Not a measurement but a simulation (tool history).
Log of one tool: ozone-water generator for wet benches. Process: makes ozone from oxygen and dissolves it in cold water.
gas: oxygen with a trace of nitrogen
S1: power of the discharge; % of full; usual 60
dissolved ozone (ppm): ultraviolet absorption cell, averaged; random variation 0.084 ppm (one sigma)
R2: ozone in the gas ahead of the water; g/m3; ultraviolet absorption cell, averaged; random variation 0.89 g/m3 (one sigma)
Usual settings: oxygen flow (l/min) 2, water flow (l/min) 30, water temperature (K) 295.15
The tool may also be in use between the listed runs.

run 1 hour=0 | S1=60 oxygen_flow_(l/min)=2 water_flow_(l/min)=30 water_temperature_(K)=295.15 | dissolved_ozone_(ppm)=5.13 R2=135.1
run 2 hour=73.5 | S1=60 oxygen_flow_(l/min)=2 water_flow_(l/min)=30 water_temperature_(K)=295.15 | dissolved_ozone_(ppm)=5.11 R2=133.8
run 3 hour=140.1 | S1=60 oxygen_flow_(l/min)=2 water_flow_(l/min)=30 water_temperature_(K)=295.15 | dissolved_ozone_(ppm)=5.07 R2=134.2
run 4 hour=183 | S1=86 oxygen_flow_(l/min)=2 water_flow_(l/min)=30 water_temperature_(K)=295.15 | dissolved_ozone_(ppm)=6.12 R2=159.7
run 5 hour=224.1 | S1=86 oxygen_flow_(l/min)=2 water_flow_(l/min)=30 water_temperature_(K)=295.15 | dissolved_ozone_(ppm)=6.28 R2=159.4
run 6 hour=306.1 | S1=60 oxygen_flow_(l/min)=1.02 water_flow_(l/min)=30 water_temperature_(K)=295.15 | dissolved_ozone_(ppm)=4.36 R2=202.4
run 7 hour=391.1 | S1=60 oxygen_flow_(l/min)=1.02 water_flow_(l/min)=30 water_temperature_(K)=295.15 | dissolved_ozone_(ppm)=4.38 R2=202.1
run 8 hour=471.8 | S1=60 oxygen_flow_(l/min)=1.02 water_flow_(l/min)=30 water_temperature_(K)=295.15 | dissolved_ozone_(ppm)=4.23 R2=199.1
run 9 hour=521.2 | S1=60 oxygen_flow_(l/min)=1.02 water_flow_(l/min)=30 water_temperature_(K)=295.15 | dissolved_ozone_(ppm)=4.44 R2=198.4
run 10 hour=567.5 | S1=60 oxygen_flow_(l/min)=1.02 water_flow_(l/min)=30 water_temperature_(K)=295.15 | dissolved_ozone_(ppm)=4.34 R2=200.3
run 11 hour=651.9 | S1=60 oxygen_flow_(l/min)=2 water_flow_(l/min)=30 water_temperature_(K)=295.15 | dissolved_ozone_(ppm)=5.07 R2=130.4
run 12 hour=720.4 | S1=60 oxygen_flow_(l/min)=2 water_flow_(l/min)=30 water_temperature_(K)=295.15 | dissolved_ozone_(ppm)=5.11 R2=130.3
run 13 hour=809.9 | S1=60 oxygen_flow_(l/min)=2 water_flow_(l/min)=30 water_temperature_(K)=295.15 | dissolved_ozone_(ppm)=4.96 R2=129.4
run 14 hour=898.7 | S1=60 oxygen_flow_(l/min)=2 water_flow_(l/min)=30 water_temperature_(K)=295.15 | dissolved_ozone_(ppm)=5.18 R2=130.5
run 15 hour=950.9 | S1=60 oxygen_flow_(l/min)=2 water_flow_(l/min)=30 water_temperature_(K)=295.15 | dissolved_ozone_(ppm)=5.05 R2=130.4
run 16 hour=994.6 | S1=60 oxygen_flow_(l/min)=2 water_flow_(l/min)=30 water_temperature_(K)=295.15 | dissolved_ozone_(ppm)=5.03 R2=128.9
run 17 hour=1033.9 | S1=60 oxygen_flow_(l/min)=2 water_flow_(l/min)=30 water_temperature_(K)=295.15 | dissolved_ozone_(ppm)=5.11 R2=128.3

Run 18 comes next. What will it give?
run 18 hour=1098.5 | S1=60 oxygen_flow_(l/min)=2.44 water_flow_(l/min)=34 water_temperature_(K)=295.15 | dissolved_ozone_(ppm)=? R2=?

dissolved ozone (ppm): 4.4
R2: 114.3 g/m3
Without the tool's hidden state the same run would have given dissolved ozone (ppm) 5.28, R2 131.6 g/m3.

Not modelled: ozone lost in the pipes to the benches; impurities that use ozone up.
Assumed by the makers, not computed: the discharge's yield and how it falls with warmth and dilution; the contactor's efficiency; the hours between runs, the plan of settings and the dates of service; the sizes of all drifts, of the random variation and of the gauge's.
